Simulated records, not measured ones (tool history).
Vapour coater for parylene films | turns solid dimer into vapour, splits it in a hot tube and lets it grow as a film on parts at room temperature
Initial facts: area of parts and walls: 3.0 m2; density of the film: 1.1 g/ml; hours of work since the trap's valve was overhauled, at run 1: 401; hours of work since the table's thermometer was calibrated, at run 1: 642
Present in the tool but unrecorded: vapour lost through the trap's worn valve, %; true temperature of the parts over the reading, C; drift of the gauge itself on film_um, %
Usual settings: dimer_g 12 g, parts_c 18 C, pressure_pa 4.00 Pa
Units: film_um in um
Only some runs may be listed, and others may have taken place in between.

run,hour,dimer_g,parts_c,pressure_pa,hours of work since the trap's valve was overhauled,hours of work since the table's thermometer was calibrated,film_um
1,0.0,12,18,4.00,401,642,1.83
# hour 23.9: trap's valve overhauled
2,32.1,12,18,4.25,5,658,2.05
3,60.2,12,18,4.25,21,674,2.01
4,74.0,12,18,4.25,28,682,2.04
5,90.0,12,18,4.00,37,691,2.04
6,116.2,12,18,4.00,52,706,1.98
7,130.6,12,18,4.00,61,714,1.99
8,159.7,6,18,4.00,77,730,0.94
9,178.3,6,18,4.00,88,741,0.98
10,196.2,6,18,4.00,98,751,0.99
11,216.6,12,18,4.00,109,762,2.02
12,244.0,12,18,4.00,125,778,1.99
13,262.3,12,18,4.00,135,788,2.00
14,286.6,12,18,4.00,149,802,1.90
15,299.1,11,18,4.00,156,809,1.83
16,321.6,11,18,4.00,169,822,1.78
17,345.3,11,18,4.00,182,835,1.76
18,364.2,18,18,4.00,193,846,2.94
19,388.5,12,18,3.83,207,860,1.91
20,416.6,12,18,3.83,223,876,1.94
21,432.4,12,18,3.83,232,885,1.93
22,445.6,12,18,4.00,239,892,1.90
23,465.6,12,18,4.00,250,904,1.94
24,493.2,12,18,4.00,266,919,1.92
25,510.5,11,12,10.36,276,929,1.70
26,529.4,9,25,11.13,287,940,1.03
27,544.2,6,17,11.74,295,948,0.77
28,567.0,6,17,11.74,308,961,0.81
29,583.4,19,11,4.04,317,970,3.40
30,596.1,9,18,4.00,324,978,1.40
31,616.2,14,18,2.33,336,989,2.41
32,630.2,14,18,2.33,344,997,2.35
33,645.8,14,18,2.33,353,1006,2.35
# hour 658.5: table's thermometer calibrated
34,671.5,14,18,8.97,367,7,1.86
35,689.6,5,18,3.42,377,18,0.80
36,705.7,12,11,7.25,386,27,2.00
37,729.2,11,11,4.00,399,40,2.00
38,748.9,11,19,10.61,410,51,1.43
# hour 755.2: trap's valve overhauled
39,769.5,11,19,10.61,8,61,1.55
40,782.8,11,19,7.39,16,68,1.68
41,806.3,16,20,9.97,29,82,2.26
42,818.3,12,18,3.74,36,88,2.02
43,830.3,12,18,3.74,43,95,2.02
44,851.0,11,18,3.74,54,107,1.90
45,876.3,10,13,5.91,69,121,1.78
46,899.0,10,13,5.91,82,134,1.74
47,926.2,6,12,8.09,97,149,0.99

Selected run-to-run steps in film_um, each split into two signed amounts: the part the tool would show with no hidden state at all (from settings, incoming material and random variation), and the remainder, which goes to the hidden state together with any gauge scatter not common to the measured and the hidden-state-free results:
Run 1 -> 2: pressure_pa 4.00 -> 4.25, trap's valve overhauled. film_um +0.22 um: hidden state +0.20, all else +0.02.
Run 28 -> 29: dimer_g 6 -> 19, parts_c 17 -> 11, pressure_pa 11.74 -> 4.04. film_um +2.59 um: hidden state -0.27, all else +2.86.
Run 29 -> 30: dimer_g 19 -> 9, parts_c 11 -> 18, pressure_pa 4.04 -> 4.00. film_um -2.00 um: hidden state +0.21, all else -2.21.
Run 35 -> 36: dimer_g 5 -> 12, parts_c 18 -> 11, pressure_pa 3.42 -> 7.25. film_um +1.20 um: hidden state -0.13, all else +1.33.
